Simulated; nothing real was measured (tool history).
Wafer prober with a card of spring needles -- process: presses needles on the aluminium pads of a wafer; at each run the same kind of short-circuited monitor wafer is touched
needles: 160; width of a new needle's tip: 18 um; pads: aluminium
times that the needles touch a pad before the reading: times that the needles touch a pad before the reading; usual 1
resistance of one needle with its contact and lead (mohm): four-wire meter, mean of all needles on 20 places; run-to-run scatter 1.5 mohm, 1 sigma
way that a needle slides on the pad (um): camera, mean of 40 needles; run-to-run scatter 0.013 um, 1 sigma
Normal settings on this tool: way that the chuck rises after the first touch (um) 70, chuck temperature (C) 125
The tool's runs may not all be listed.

run,day,way that the chuck rises after the first touch (um),chuck temperature (C),times that the needles touch a pad before the reading,resistance of one needle with its contact and lead (mohm),way that a needle slides on the pad (um)
1,0,70,125,1,176,10.23
# day 0.317: tips cleaned on abrasive film
# day 1.079: tips cleaned on abrasive film
2,1.079,56,125,1,144,8.17
# day 1.812: tips cleaned on abrasive film
3,2.038,56,125,1,180,8.18
# day 2.6: tips cleaned on abrasive film
# day 3.35: tips cleaned on abrasive film
4,3.862,70,125,1,194,10.19
# day 4.033: tips cleaned on abrasive film
# day 4.854: tips cleaned on abrasive film
# day 5.588: tips cleaned on abrasive film
5,5.612,70,125,1,143,10.17
# day 6.262: tips cleaned on abrasive film
6,6.783,70,125,1,196,10.14
# day 6.954: tips cleaned on abrasive film
# day 7.775: tips cleaned on abrasive film
7,8.167,70,125,1,179,10.12
# day 8.467: tips cleaned on abrasive film
# day 9.267: tips cleaned on abrasive film
8,9.629,70,125,1,178,10.12
# day 9.967: tips cleaned on abrasive film
# day 10.708: tips cleaned on abrasive film
9,10.888,70,125,1,160,10.1
# day 11.483: tips cleaned on abrasive film
# day 12.221: tips cleaned on abrasive film
10,12.546,70,125,1,168,10.09
# day 12.7: height of the first contact set anew
# day 12.958: tips cleaned on abrasive film
# day 13.708: tips cleaned on abrasive film
11,14.108,70,125,1,182,10.22
# day 14.512: tips cleaned on abrasive film
# day 15.329: tips cleaned on abrasive film
12,15.908,70,63,1,198,10.21
# day 16.046: tips cleaned on abrasive film
# day 16.754: tips cleaned on abrasive film
13,16.846,70,125,1,152,10.19
# day 17.462: tips cleaned on abrasive film
# day 18.179: tips cleaned on abrasive film
14,18.733,70,125,1,188,10.15
# day 18.904: tips cleaned on abrasive film
# day 19.579: tips cleaned on abrasive film
15,19.75,70,125,1,167,10.14
# day 20.325: tips cleaned on abrasive film
# day 21.092: tips cleaned on abrasive film
# day 21.783: tips cleaned on abrasive film
16,21.783,64,61,1,134,9.21
# day 22.538: tips cleaned on abrasive film
# day 23.267: tips cleaned on abrasive film
17,23.667,82,86,1,170,11.86
# day 23.954: tips cleaned on abrasive film
# day 24.646: tips cleaned on abrasive film
18,25.096,79,51,3,143,11.42
# day 25.383: tips cleaned on abrasive film
# day 25.888: height of the first contact set anew
# day 26.162: tips cleaned on abrasive film
# day 26.979: tips cleaned on abrasive film
19,27.225,79,51,3,135,11.54
# day 27.75: tips cleaned on abrasive film
# day 28.496: tips cleaned on abrasive film
20,28.496,79,51,3,125,11.53
# day 29.208: tips cleaned on abrasive film
21,29.7,69,125,1,194,10.07
# day 29.925: tips cleaned on abrasive film
# day 30.638: tips cleaned on abrasive film
22,31.129,54,122,1,232,7.84
# day 31.375: tips cleaned on abrasive film
# day 32.121: tips cleaned on abrasive film
23,32.379,70,29,3,133,10.18
# day 32.9: tips cleaned on abrasive film
# day 33.671: tips cleaned on abrasive film
24,34.112,70,28,2,164,10.15
# day 34.375: tips cleaned on abrasive film
25,35.038,66,77,1,209,9.53
# day 35.196: tips cleaned on abrasive film
# day 35.888: tips cleaned on abrasive film
# day 36.688: tips cleaned on abrasive film
26,36.892,75,125,3,148,10.86
# day 37.354: tips cleaned on abrasive film
# day 38.058: tips cleaned on abrasive film
27,38.638,75,125,3,156,10.83
# day 38.792: tips cleaned on abrasive film
# day 39.088: height of the first contact set anew
# day 39.571: tips cleaned on abrasive film
28,40.079,60,125,1,217,8.75
# day 40.338: tips cleaned on abrasive film
# day 41.1: tips cleaned on abrasive film
29,41.379,77,28,3,137,11.25
# day 41.821: tips cleaned on abrasive film
# day 42.558: tips cleaned on abrasive film
30,42.825,77,28,3,135,11.21

4 ways to go on from here, each from the tool as it stands after run 30. What would each give?
# day 43.233: tips cleaned on abrasive film
# day 44.038: tips cleaned on abrasive film
A,44.546,87,53,3,?,?
# day 43.233: tips cleaned on abrasive film
# day 44.038: tips cleaned on abrasive film
B,44.546,57,55,3,?,?
# day 43.233: tips cleaned on abrasive film
# day 44.038: tips cleaned on abrasive film
C,44.546,77,113,3,?,?
# day 43.233: tips cleaned on abrasive film
# day 44.038: tips cleaned on abrasive film
D,44.546,72,28,2,?,?

run,resistance of one needle with its contact and lead (mohm),way that a needle slides on the pad (um)
A,141,12.67
B,164,8.29
C,151,11.21
D,162,10.47
Had the tool no hidden state, the same runs would have come out as:
run,resistance of one needle with its contact and lead (mohm),way that a needle slides on the pad (um)
A,123,12.72
B,127,8.34
C,131,11.27
D,120,10.53
